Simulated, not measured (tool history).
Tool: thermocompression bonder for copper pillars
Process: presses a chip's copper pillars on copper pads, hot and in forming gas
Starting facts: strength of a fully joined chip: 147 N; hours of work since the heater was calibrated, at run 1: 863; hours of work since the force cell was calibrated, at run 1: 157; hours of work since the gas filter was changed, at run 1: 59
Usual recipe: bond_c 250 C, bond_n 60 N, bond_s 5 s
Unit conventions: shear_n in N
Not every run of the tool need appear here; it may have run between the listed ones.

run   hour  bond_c  bond_n  bond_s  hours of work since the heater was calibrated  hours of work since the force cell was calibrated  hours of work since the gas filter was changed  shear_n
  1      0     250      60       5                                            863                                                157                                              59     49.2
  2   12.1     250      60       5                                            870                                                164                                              66     47.9
  3   25.1     250      60       5                                            877                                                172                                              73     48.6
  4   33.9     250      60       5                                            882                                                177                                              78     48.2
  5     48     250      60       5                                            890                                                185                                              86       48
  6   56.6     250      60       8                                            895                                                190                                              91     57.6
  7   64.4     250      60       5                                            900                                                194                                              96     47.2
  8   71.5     250      60       5                                            904                                                198                                             100     48.2
  9   83.8     250      77       5                                            911                                                205                                             107       58
 10   95.7     250      40       5                                            918                                                212                                             114     33.5
 11  105.1     250      40       5                                            923                                                218                                             120     33.9
 12  115.5     250      40       5                                            929                                                224                                             126       34
 13  128.2     250      40       5                                            937                                                231                                             133     34.6
 14  136.7     250      38       5                                            942                                                236                                             138     32.3
 15  147.4     250      60       5                                            948                                                242                                             144     47.1
 16  154.1     250      60       5                                            952                                                246                                             148     47.4
     164.3  -- heater calibrated with a thermocouple chip
 17  167.7     250      60       5                                              2                                                253                                             155       52
 18  179.5     250      60       5                                              9                                                260                                             162     52.1
 19  192.3     250      60       5                                             16                                                267                                             169     52.4
 20  203.2     235      60       4                                             23                                                274                                             175     38.5
 21    217     221      75       4                                             31                                                282                                             183     36.7
 22  232.1     269      74       6                                             39                                                290                                             192     80.8
 23  243.9     256      40       5                                             46                                                297                                             199     41.7
 24  257.6     256      43      13                                             54                                                305                                             207     63.4
 25  264.5     230      82       6                                             58                                                309                                             211     53.2
 26  276.5     230      82       6                                             65                                                316                                             218     52.5
 27  284.1     230      82       6                                             69                                                320                                             222     52.9
 28  290.8     230      82       6                                             73                                                324                                             226     52.6
 29  299.9     230      82       6                                             79                                                330                                             231     52.8
 30  310.2     230      82       6                                             85                                                336                                             237     52.2
 31  316.5     269      39       5                                             88                                                339                                             241     48.3
 32  326.1     223      38       6                                             94                                                345                                             246     24.4
 33    333     261      70      12                                             98                                                349                                             250     87.8
 34  341.4     262      60      11                                            103                                                354                                             255     79.7
 35  352.7     255      67       4                                            109                                                360                                             262     54.7
 36  362.7     276      62       5                                            115                                                366                                             268     72.2
 37    370     250      69       8                                            119                                                370                                             272     67.5
 38  380.5     250      51      12                                            125                                                376                                             278     63.6

Below are 3 alternative next runs, each starting from the tool's condition after run 38. Predict each:
  A  388.4     251      61       4                                            130                                                381                                             283        ?
  B  388.4     252      60       5                                            130                                                381                                             283        ?
  C  388.4     250      60       7                                            130                                                381                                             283        ?

run  shear_n
  A     47.7
  B     52.7
  C       58
Had the tool no hidden state, the same runs would have come out as:
run  shear_n
  A       50
  B     55.2
  C     60.8
